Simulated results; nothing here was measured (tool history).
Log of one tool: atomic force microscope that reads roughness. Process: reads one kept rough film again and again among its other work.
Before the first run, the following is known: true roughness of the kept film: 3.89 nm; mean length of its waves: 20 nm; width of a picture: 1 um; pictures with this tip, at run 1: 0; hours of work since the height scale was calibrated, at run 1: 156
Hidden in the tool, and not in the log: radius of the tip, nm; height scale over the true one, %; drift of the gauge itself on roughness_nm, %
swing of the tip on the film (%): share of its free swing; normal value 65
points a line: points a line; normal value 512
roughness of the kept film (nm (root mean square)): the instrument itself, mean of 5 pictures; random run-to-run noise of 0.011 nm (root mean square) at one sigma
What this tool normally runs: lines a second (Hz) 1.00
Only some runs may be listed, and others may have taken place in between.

run,hour,lines a second (Hz),swing of the tip on the film (%),points a line,pictures with this tip,hours of work since the height scale was calibrated,roughness of the kept film (nm (root mean square))
1,0.0,1.00,65,512,0,156,2.642
2,52.8,1.00,65,512,53,179,2.449
3,89.0,1.00,65,512,89,194,2.371
4,113.7,1.00,65,512,113,205,2.320
5,160.6,1.00,65,512,160,225,2.205
# hour 165.3: height scale calibrated on a step standard
6,196.3,1.00,65,512,194,13,2.123
7,248.5,1.00,65,512,246,36,2.012
8,271.5,1.00,56,321,269,46,1.973
9,299.0,1.00,56,670,297,58,1.957
10,335.4,2.28,74,326,333,73,1.641
11,363.1,1.28,72,950,360,85,1.749
# hour 368.9: height scale calibrated on a step standard, once more
# hour 390.2: new tip fitted
12,412.1,0.53,65,512,21,18,2.645

Each row is a separate what-if for the run after 12, all from the same tool condition, not one after another. Results?
A,455.5,0.78,65,268,65,37,?
B,455.5,2.31,89,302,65,37,?
C,455.5,1.00,70,512,65,37,?
D,455.5,0.53,77,473,65,37,?

run,roughness of the kept film (nm (root mean square))
A,2.447
B,1.919
C,2.434
D,2.446
Take away the tool's hidden state, keep each run's random variation, and the runs would have read:
run,roughness of the kept film (nm (root mean square))
A,2.653
B,2.081
C,2.639
D,2.652
